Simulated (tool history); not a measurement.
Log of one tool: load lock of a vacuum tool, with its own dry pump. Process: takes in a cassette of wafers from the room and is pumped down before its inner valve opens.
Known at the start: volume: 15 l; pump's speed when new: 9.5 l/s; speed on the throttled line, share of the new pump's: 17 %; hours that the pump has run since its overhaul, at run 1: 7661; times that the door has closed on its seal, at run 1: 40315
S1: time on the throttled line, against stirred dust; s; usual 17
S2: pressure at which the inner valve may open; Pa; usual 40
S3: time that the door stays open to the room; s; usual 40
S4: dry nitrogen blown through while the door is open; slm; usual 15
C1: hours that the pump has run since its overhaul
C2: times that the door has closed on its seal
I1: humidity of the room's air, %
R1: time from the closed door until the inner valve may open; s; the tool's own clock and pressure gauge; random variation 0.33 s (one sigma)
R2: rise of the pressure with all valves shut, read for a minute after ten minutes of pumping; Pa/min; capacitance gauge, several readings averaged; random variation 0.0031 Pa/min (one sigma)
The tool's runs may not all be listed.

run 1 hour=0 | S1=17 S2=40 S3=40 S4=15 | C1=7661 C2=40315 | I1=43 | R1=27.4 R2=0.131
run 2 hour=115.7 | S1=8 S2=40 S3=40 S4=15 | C1=7776 C2=40708 | I1=48.1 | R1=20.1 R2=0.13
run 3 hour=296.3 | S1=8 S2=40 S3=40 S4=15 | C1=7957 C2=41321 | I1=45.9 | R1=20.8 R2=0.135
run 4 hour=494.2 | S1=17 S2=40 S3=40 S4=15 | C1=8155 C2=41993 | I1=49.5 | R1=27.7 R2=0.136
run 5 hour=656.2 | S1=17 S2=70 S3=40 S4=15 | C1=8317 C2=42543 | I1=46.2 | R1=26.2 R2=0.136
run 6 hour=880.9 | S1=17 S2=53 S3=40 S4=15 | C1=8542 C2=43306 | I1=44.4 | R1=27.3 R2=0.139
run 7 hour=1028.6 | S1=17 S2=40 S3=40 S4=15 | C1=8689 C2=43807 | I1=44.2 | R1=27.8 R2=0.137
run 8 hour=1156.7 | S1=17 S2=40 S3=40 S4=15 | C1=8817 C2=44242 | I1=46.1 | R1=27.6 R2=0.136
run 9 hour=1305.9 | S1=18 S2=40 S3=40 S4=15 | C1=8967 C2=44749 | I1=46.8 | R1=28.5 R2=0.143
run 10 hour=1420 | S1=18 S2=40 S3=40 S4=15 | C1=9081 C2=45136 | I1=47.4 | R1=28.7 R2=0.144
run 11 hour=1644.6 | S1=17 S2=40 S3=40 S4=15 | C1=9305 C2=45899 | I1=43.4 | R1=28.1 R2=0.138
run 12 hour=1847.2 | S1=17 S2=40 S3=40 S4=15 | C1=9508 C2=46587 | I1=44.9 | R1=27.8 R2=0.153
run 13 hour=1971.5 | S1=14 S2=58 S3=80 S4=8 | C1=9632 C2=47009 | I1=44.2 | R1=24.7 R2=0.184
run 14 hour=2155.5 | S1=26 S2=40 S3=35 S4=34 | C1=9816 C2=47634 | I1=43.2 | R1=34.9 R2=0.13
run 15 hour=2346.4 | S1=26 S2=40 S3=35 S4=34 | C1=10007 C2=48282 | I1=47.5 | R1=35.4 R2=0.133
run 16 hour=2463.1 | S1=26 S2=31 S3=35 S4=21 | C1=10124 C2=48678 | I1=45.6 | R1=35.7 R2=0.147
run 17 hour=2643.9 | S1=14 S2=32 S3=134 S4=15 | C1=10305 C2=49292 | I1=44.8 | R1=25.5 R2=0.196
run 18 hour=2773.3 | S1=14 S2=31 S3=27 S4=15 | C1=10434 C2=49731 | I1=43.6 | R1=26.5 R2=0.144
run 19 hour=2998.5 | S1=17 S2=32 S3=40 S4=8 | C1=10659 C2=50496 | I1=46.3 | R1=28.7 R2=0.167
run 20 hour=3101.9 | S1=17 S2=68 S3=26 S4=6 | C1=10763 C2=50847 | I1=49.7 | R1=26.9 R2=0.166
run 21 hour=3265.4 | S1=17 S2=68 S3=26 S4=6 | C1=10926 C2=51402 | I1=41.5 | R1=27.1 R2=0.156

Forecast each of these 5 alternatives for the next run:
run A hour=3411.4 | S1=28 S2=68 S3=26 S4=6 | C1=11072 C2=51898 | I1=42.5 | R1=? R2=?
run B hour=3411.4 | S1=17 S2=45 S3=40 S4=15 | C1=11072 C2=51898 | I1=44.1 | R1=? R2=?
run C hour=3411.4 | S1=19 S2=40 S3=89 S4=15 | C1=11072 C2=51898 | I1=45.6 | R1=? R2=?
run D hour=3411.4 | S1=22 S2=45 S3=40 S4=15 | C1=11072 C2=51898 | I1=45.9 | R1=? R2=?
run E hour=3411.4 | S1=16 S2=44 S3=32 S4=6 | C1=11072 C2=51898 | I1=45.9 | R1=? R2=?

run=A R1=35.7 R2=0.15
run=B R1=28 R2=0.162
run=C R1=29.9 R2=0.19
run=D R1=31.9 R2=0.162
run=E R1=26.8 R2=0.164
Without the tool's hidden state the same runs would have given:
run=A R1=34.6 R2=0.056
run=B R1=26.5 R2=0.067
run=C R1=28.4 R2=0.094
run=D R1=30.5 R2=0.068
run=E R1=25.3 R2=0.069
